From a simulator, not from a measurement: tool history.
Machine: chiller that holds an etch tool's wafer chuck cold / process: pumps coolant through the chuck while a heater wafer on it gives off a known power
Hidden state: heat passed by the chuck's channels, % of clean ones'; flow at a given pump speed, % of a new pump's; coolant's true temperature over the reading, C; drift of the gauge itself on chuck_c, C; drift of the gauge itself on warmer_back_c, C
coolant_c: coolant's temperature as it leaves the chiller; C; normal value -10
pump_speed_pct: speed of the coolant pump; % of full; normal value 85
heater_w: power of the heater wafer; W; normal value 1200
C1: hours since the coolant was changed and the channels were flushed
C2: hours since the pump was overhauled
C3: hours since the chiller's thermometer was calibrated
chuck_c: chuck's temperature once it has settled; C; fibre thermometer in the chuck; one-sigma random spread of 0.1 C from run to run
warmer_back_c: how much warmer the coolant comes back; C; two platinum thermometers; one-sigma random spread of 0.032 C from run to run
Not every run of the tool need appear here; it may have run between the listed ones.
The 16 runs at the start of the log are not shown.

run 17 hour=395.7 | coolant_c=-10 pump_speed_pct=87 heater_w=1200 | C1=6454 C2=1707 C3=1857 | chuck_c=-1.9 warmer_back_c=3.52
run 18 hour=420.5 | coolant_c=-10 pump_speed_pct=92 heater_w=807 | C1=6478 C2=1732 C3=1882 | chuck_c=-4.6 warmer_back_c=2.10
run 19 hour=436.4 | coolant_c=-10 pump_speed_pct=92 heater_w=807 | C1=6494 C2=1748 C3=1898 | chuck_c=-4.5 warmer_back_c=2.10
run 20 hour=454.9 | coolant_c=-10 pump_speed_pct=65 heater_w=954 | C1=6513 C2=1766 C3=1916 | chuck_c=-2.2 warmer_back_c=3.57
run 21 hour=472.2 | coolant_c=-15 pump_speed_pct=71 heater_w=1200 | C1=6530 C2=1784 C3=1933 | chuck_c=-5.7 warmer_back_c=4.22
run 22 hour=497.8 | coolant_c=-15 pump_speed_pct=71 heater_w=1200 | C1=6556 C2=1809 C3=1959 | chuck_c=-5.9 warmer_back_c=4.28
run 23 hour=520.2 | coolant_c=-10 pump_speed_pct=67 heater_w=1200 | C1=6578 C2=1832 C3=1981 | chuck_c=-0.1 warmer_back_c=4.47
run 24 hour=539.7 | coolant_c=-16 pump_speed_pct=83 heater_w=979 | C1=6598 C2=1851 C3=2001 | chuck_c=-9.1 warmer_back_c=2.80
run 25 hour=558.5 | coolant_c=-16 pump_speed_pct=83 heater_w=979 | C1=6616 C2=1870 C3=2020 | chuck_c=-9.0 warmer_back_c=2.88
-- hour=573.2 gauge calibrated
run 26 hour=585.9 | coolant_c=-16 pump_speed_pct=83 heater_w=979 | C1=6644 C2=1897 C3=2047 | chuck_c=-9.2 warmer_back_c=3.22
run 27 hour=612.6 | coolant_c=-10 pump_speed_pct=85 heater_w=1392 | C1=6670 C2=1924 C3=2074 | chuck_c=-0.4 warmer_back_c=4.41
run 28 hour=636.4 | coolant_c=-10 pump_speed_pct=62 heater_w=1392 | C1=6694 C2=1948 C3=2098 | chuck_c=1.9 warmer_back_c=5.97
run 29 hour=655.1 | coolant_c=-10 pump_speed_pct=62 heater_w=1392 | C1=6713 C2=1967 C3=2116 | chuck_c=1.7 warmer_back_c=5.95
run 30 hour=671.1 | coolant_c=-19 pump_speed_pct=89 heater_w=849 | C1=6729 C2=1983 C3=2132 | chuck_c=-13.3 warmer_back_c=2.51
run 31 hour=696.0 | coolant_c=-14 pump_speed_pct=73 heater_w=675 | C1=6754 C2=2007 C3=2157 | chuck_c=-8.9 warmer_back_c=2.37
run 32 hour=726.7 | coolant_c=-14 pump_speed_pct=85 heater_w=1200 | C1=6785 C2=2038 C3=2188 | chuck_c=-5.8 warmer_back_c=3.69

4 options for the next run, each taken on its own from the tool as it stands now. Forecast them:
run A hour=759.8 | coolant_c=-6 pump_speed_pct=93 heater_w=805 | C1=6818 C2=2071 C3=2221 | chuck_c=? warmer_back_c=?
run B hour=759.8 | coolant_c=-4 pump_speed_pct=99 heater_w=775 | C1=6818 C2=2071 C3=2221 | chuck_c=? warmer_back_c=?
run C hour=759.8 | coolant_c=-10 pump_speed_pct=63 heater_w=636 | C1=6818 C2=2071 C3=2221 | chuck_c=? warmer_back_c=?
run D hour=759.8 | coolant_c=-10 pump_speed_pct=96 heater_w=1208 | C1=6818 C2=2071 C3=2221 | chuck_c=? warmer_back_c=?

run=A chuck_c=-0.8 warmer_back_c=2.23
run=B chuck_c=0.7 warmer_back_c=2.03
run=C chuck_c=-4.7 warmer_back_c=2.58
run=D chuck_c=-2.4 warmer_back_c=3.29
Had the tool no hidden state, the same runs would have come out as:
run=A chuck_c=-0.8 warmer_back_c=2.35
run=B chuck_c=0.7 warmer_back_c=2.15
run=C chuck_c=-4.7 warmer_back_c=2.70
run=D chuck_c=-2.4 warmer_back_c=3.41
